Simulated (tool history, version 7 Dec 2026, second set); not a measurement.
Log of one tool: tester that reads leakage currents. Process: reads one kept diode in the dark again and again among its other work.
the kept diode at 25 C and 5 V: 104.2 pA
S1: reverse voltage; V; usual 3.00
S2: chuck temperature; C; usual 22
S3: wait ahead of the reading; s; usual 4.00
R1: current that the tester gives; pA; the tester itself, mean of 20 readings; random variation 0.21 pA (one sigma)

{"run": 1, "day": 0.0, "S1": 3.0, "S2": 22, "S3": 4.0, "R1": 68.27}
{"run": 2, "day": 6.383, "S1": 3.0, "S2": 22, "S3": 4.0, "R1": 68.96}
{"run": 3, "day": 11.425, "S1": 3.0, "S2": 22, "S3": 4.0, "R1": 69.52}
{"run": 4, "day": 19.45, "S1": 3.0, "S2": 22, "S3": 4.0, "R1": 71.17}
{"run": 5, "day": 25.25, "S1": 3.0, "S2": 22, "S3": 4.0, "R1": 71.56}
{"run": 6, "day": 29.883, "S1": 3.0, "S2": 22, "S3": 4.0, "R1": 72.08}
{"run": 7, "day": 37.767, "S1": 3.0, "S2": 22, "S3": 4.0, "R1": 73.36}
{"run": 8, "day": 44.979, "S1": 3.0, "S2": 22, "S3": 4.0, "R1": 74.27}
{"run": 9, "day": 52.617, "S1": 3.0, "S2": 22, "S3": 4.0, "R1": 75.42}
{"run": 10, "day": 58.946, "S1": 3.0, "S2": 22, "S3": 4.0, "R1": 76.29}
{"run": 11, "day": 63.817, "S1": 3.0, "S2": 22, "S3": 4.0, "R1": 76.75}
{"day": 72.312, "done": "chuck's temperature calibrated"}
{"run": 12, "day": 72.558, "S1": 3.0, "S2": 22, "S3": 4.0, "R1": 68.03}
{"day": 78.538, "done": "probe card cleaned and baked"}
{"run": 13, "day": 79.604, "S1": 3.0, "S2": 22, "S3": 4.0, "R1": 67.46}
{"run": 14, "day": 84.562, "S1": 3.0, "S2": 22, "S3": 4.0, "R1": 67.83}
{"run": 15, "day": 90.183, "S1": 3.0, "S2": 22, "S3": 4.0, "R1": 69.03}
{"run": 16, "day": 96.088, "S1": 3.0, "S2": 22, "S3": 4.0, "R1": 69.43}
{"run": 17, "day": 104.979, "S1": 3.0, "S2": 22, "S3": 4.0, "R1": 70.47}
{"run": 18, "day": 110.767, "S1": 3.0, "S2": 22, "S3": 4.0, "R1": 71.45}
{"run": 19, "day": 117.567, "S1": 3.0, "S2": 48, "S3": 4.0, "R1": 620.45}
{"run": 20, "day": 124.362, "S1": 3.0, "S2": 48, "S3": 4.0, "R1": 624.73}
{"run": 21, "day": 132.683, "S1": 9.81, "S2": 20, "S3": 4.0, "R1": 91.58}
{"run": 22, "day": 139.404, "S1": 2.63, "S2": 50, "S3": 1.02, "R1": 716.34}
{"day": 144.554, "done": "chuck's temperature calibrated"}
{"run": 23, "day": 146.133, "S1": 2.63, "S2": 50, "S3": 1.02, "R1": 653.37}
{"day": 148.042, "done": "tester calibrated"}
{"run": 24, "day": 152.138, "S1": 5.36, "S2": 22, "S3": 8.29, "R1": 84.63}
{"run": 25, "day": 157.417, "S1": 2.79, "S2": 47, "S3": 8.29, "R1": 549.27}
{"run": 26, "day": 167.375, "S1": 2.79, "S2": 47, "S3": 8.29, "R1": 556.5}
{"day": 169.3, "done": "probe card cleaned and baked"}
{"run": 27, "day": 175.088, "S1": 16.25, "S2": 41, "S3": 7.26, "R1": 608.03}
{"run": 28, "day": 183.325, "S1": 18.45, "S2": 25, "S3": 4.0, "R1": 169.2}
{"run": 29, "day": 189.838, "S1": 3.0, "S2": 59, "S3": 0.4, "R1": 1436.26}
{"run": 30, "day": 195.671, "S1": 4.79, "S2": 59, "S3": 1.19, "R1": 1669.74}
{"run": 31, "day": 200.854, "S1": 3.0, "S2": 42, "S3": 4.0, "R1": 405.05}
{"run": 32, "day": 205.525, "S1": 1.14, "S2": 22, "S3": 2.42, "R1": 55.96}
{"run": 33, "day": 213.675, "S1": 1.1, "S2": 22, "S3": 2.42, "R1": 56.18}
{"day": 216.871, "done": "chuck's temperature calibrated"}
{"run": 34, "day": 223.692, "S1": 3.0, "S2": 59, "S3": 2.85, "R1": 1379.76}
{"run": 35, "day": 228.333, "S1": 3.74, "S2": 24, "S3": 0.48, "R1": 92.59}
{"run": 36, "day": 238.404, "S1": 1.94, "S2": 24, "S3": 0.38, "R1": 76.54}
{"run": 37, "day": 246.229, "S1": 1.94, "S2": 24, "S3": 0.38, "R1": 77.54}
{"run": 38, "day": 250.821, "S1": 15.0, "S2": 23, "S3": 0.85, "R1": 142.34}
{"run": 39, "day": 256.712, "S1": 3.04, "S2": 54, "S3": 3.03, "R1": 1005.51}
{"day": 259.762, "done": "probe card cleaned and baked"}
{"run": 40, "day": 262.962, "S1": 4.22, "S2": 26, "S3": 8.94, "R1": 117.65}

Measured less the same run without the tool's hidden state. The same run-to-run variation is in both; the gauge's scatter may not be:
The hidden state here: stray current of the dirty probe card, pA a volt; current scale over the true one, %; true chuck temperature over the reading, C; drift of the gauge itself on leakage_pa, %.
run=1 R1=+0.18
run=2 R1=+0.98
run=3 R1=+1.63
run=4 R1=+2.71
run=5 R1=+3.50
run=6 R1=+4.07
run=7 R1=+5.18
run=8 R1=+6.12
run=9 R1=+7.18
run=10 R1=+8.09
run=11 R1=+8.69
run=12 R1=-0.10
run=13 R1=-0.79
run=14 R1=-0.14
run=15 R1=+0.50
run=16 R1=+1.26
run=17 R1=+2.39
run=18 R1=+3.21
run=19 R1=+24.94
run=20 R1=+30.40
run=21 R1=+9.38
run=22 R1=+47.43
run=23 R1=-9.90
run=24 R1=+3.22
run=25 R1=+9.85
run=26 R1=+17.70
run=27 R1=+25.35
run=28 R1=+11.14
run=29 R1=+78.47
run=30 R1=+102.78
run=31 R1=+30.84
run=32 R1=+5.37
run=33 R1=+6.13
run=34 R1=+21.07
run=35 R1=+3.69
run=36 R1=+3.97
run=37 R1=+4.93
run=38 R1=+15.04
run=39 R1=+58.67
run=40 R1=+9.24
